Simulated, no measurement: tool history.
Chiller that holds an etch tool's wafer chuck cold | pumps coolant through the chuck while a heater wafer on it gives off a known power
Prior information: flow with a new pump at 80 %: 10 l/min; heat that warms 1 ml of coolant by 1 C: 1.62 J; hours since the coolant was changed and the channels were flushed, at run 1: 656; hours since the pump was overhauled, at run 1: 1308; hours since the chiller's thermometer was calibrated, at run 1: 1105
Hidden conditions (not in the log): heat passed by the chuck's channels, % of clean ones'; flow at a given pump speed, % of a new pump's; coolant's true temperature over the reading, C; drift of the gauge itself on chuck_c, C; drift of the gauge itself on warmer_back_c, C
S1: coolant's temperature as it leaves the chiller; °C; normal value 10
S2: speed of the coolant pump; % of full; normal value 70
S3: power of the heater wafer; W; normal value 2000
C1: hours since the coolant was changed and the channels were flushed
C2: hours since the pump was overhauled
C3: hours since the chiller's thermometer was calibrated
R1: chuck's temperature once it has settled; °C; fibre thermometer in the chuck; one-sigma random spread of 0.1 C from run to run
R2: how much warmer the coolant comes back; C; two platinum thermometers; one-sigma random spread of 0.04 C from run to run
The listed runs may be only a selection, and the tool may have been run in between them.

{"run": 1, "hour": 0.0, "S1": 10, "S2": 70, "S3": 2000, "C1": 656, "C2": 1308, "C3": 1105, "R1": 25.9, "R2": 8.75}
{"run": 2, "hour": 143.0, "S1": 10, "S2": 70, "S3": 2000, "C1": 799, "C2": 1451, "C3": 1248, "R1": 26, "R2": 8.69}
{"run": 3, "hour": 262.5, "S1": 10, "S2": 70, "S3": 2000, "C1": 918, "C2": 1571, "C3": 1368, "R1": 26, "R2": 8.7}
{"run": 4, "hour": 360.6, "S1": 10, "S2": 68, "S3": 2000, "C1": 1016, "C2": 1669, "C3": 1466, "R1": 26.5, "R2": 9.04}
{"run": 5, "hour": 475.8, "S1": 10, "S2": 68, "S3": 2000, "C1": 1131, "C2": 1784, "C3": 1581, "R1": 26.3, "R2": 9.01}
{"run": 6, "hour": 572.3, "S1": 19, "S2": 70, "S3": 2000, "C1": 1228, "C2": 1880, "C3": 1677, "R1": 35.1, "R2": 8.78}
{"run": 7, "hour": 640.1, "S1": 10, "S2": 70, "S3": 1468, "C1": 1296, "C2": 1948, "C3": 1745, "R1": 21.9, "R2": 6.4}
{"run": 8, "hour": 745.1, "S1": 10, "S2": 63, "S3": 1468, "C1": 1401, "C2": 2053, "C3": 1850, "R1": 22.7, "R2": 7.2}
{"run": 9, "hour": 835.2, "S1": 10, "S2": 70, "S3": 2000, "C1": 1491, "C2": 2143, "C3": 1940, "R1": 26.2, "R2": 8.73}
{"run": 10, "hour": 961.5, "S1": 10, "S2": 70, "S3": 2000, "C1": 1617, "C2": 2270, "C3": 2067, "R1": 26.3, "R2": 8.76}
{"run": 11, "hour": 1041.5, "S1": 3, "S2": 70, "S3": 2000, "C1": 1697, "C2": 2350, "C3": 2147, "R1": 19.4, "R2": 8.82}
{"run": 12, "hour": 1183.7, "S1": 11, "S2": 64, "S3": 1098, "C1": 1839, "C2": 2492, "C3": 2289, "R1": 20.6, "R2": 5.34}
{"run": 13, "hour": 1315.9, "S1": 11, "S2": 64, "S3": 1755, "C1": 1971, "C2": 2624, "C3": 2421, "R1": 26.3, "R2": 8.5}
{"run": 14, "hour": 1379.2, "S1": 4, "S2": 94, "S3": 1573, "C1": 2035, "C2": 2687, "C3": 2484, "R1": 14.5, "R2": 5.03}
{"hour": 1397.0, "done": "chiller's thermometer calibrated"}
{"run": 15, "hour": 1450.8, "S1": 4, "S2": 94, "S3": 1573, "C1": 2105, "C2": 2758, "C3": 54, "R1": 14.2, "R2": 5.01}
{"run": 16, "hour": 1542.0, "S1": 3, "S2": 74, "S3": 1573, "C1": 2197, "C2": 2849, "C3": 145, "R1": 15.2, "R2": 6.51}
{"run": 17, "hour": 1611.0, "S1": 3, "S2": 74, "S3": 1573, "C1": 2266, "C2": 2918, "C3": 214, "R1": 15.2, "R2": 6.5}
{"run": 18, "hour": 1682.2, "S1": 12, "S2": 70, "S3": 2321, "C1": 2337, "C2": 2989, "C3": 285, "R1": 30.8, "R2": 10.27}
{"run": 19, "hour": 1744.0, "S1": 11, "S2": 93, "S3": 1333, "C1": 2399, "C2": 3051, "C3": 347, "R1": 19.9, "R2": 4.34}
{"run": 20, "hour": 1843.3, "S1": 10, "S2": 66, "S3": 2120, "C1": 2498, "C2": 3150, "C3": 446, "R1": 28, "R2": 10.04}
{"run": 21, "hour": 1917.5, "S1": 10, "S2": 66, "S3": 2120, "C1": 2572, "C2": 3225, "C3": 521, "R1": 28.2, "R2": 10.05}

Forecast each of these 5 alternatives for the next run:
{"run": "A", "hour": 1995.9, "S1": 10, "S2": 64, "S3": 2160, "C1": 2650, "C2": 3303, "C3": 599, "R1": "?", "R2": "?"}
{"run": "B", "hour": 1995.9, "S1": 16, "S2": 61, "S3": 2120, "C1": 2650, "C2": 3303, "C3": 599, "R1": "?", "R2": "?"}
{"run": "C", "hour": 1995.9, "S1": 10, "S2": 66, "S3": 1221, "C1": 2650, "C2": 3303, "C3": 599, "R1": "?", "R2": "?"}
{"run": "D", "hour": 1995.9, "S1": 13, "S2": 77, "S3": 2035, "C1": 2650, "C2": 3303, "C3": 599, "R1": "?", "R2": "?"}
{"run": "E", "hour": 1995.9, "S1": 7, "S2": 65, "S3": 1762, "C1": 2650, "C2": 3303, "C3": 599, "R1": "?", "R2": "?"}

run=A R1=29 R2=10.62
run=B R1=35.1 R2=10.95
run=C R1=20.4 R2=5.72
run=D R1=28.5 R2=8.03
run=E R1=22.2 R2=8.43
The same runs, with their run-to-run variation unchanged, on a tool lacking any hidden condition would have given:
run=A R1=28 R2=10.3
run=B R1=34.1 R2=10.62
run=C R1=19.8 R2=5.54
run=D R1=27.7 R2=7.79
run=E R1=21.4 R2=8.18
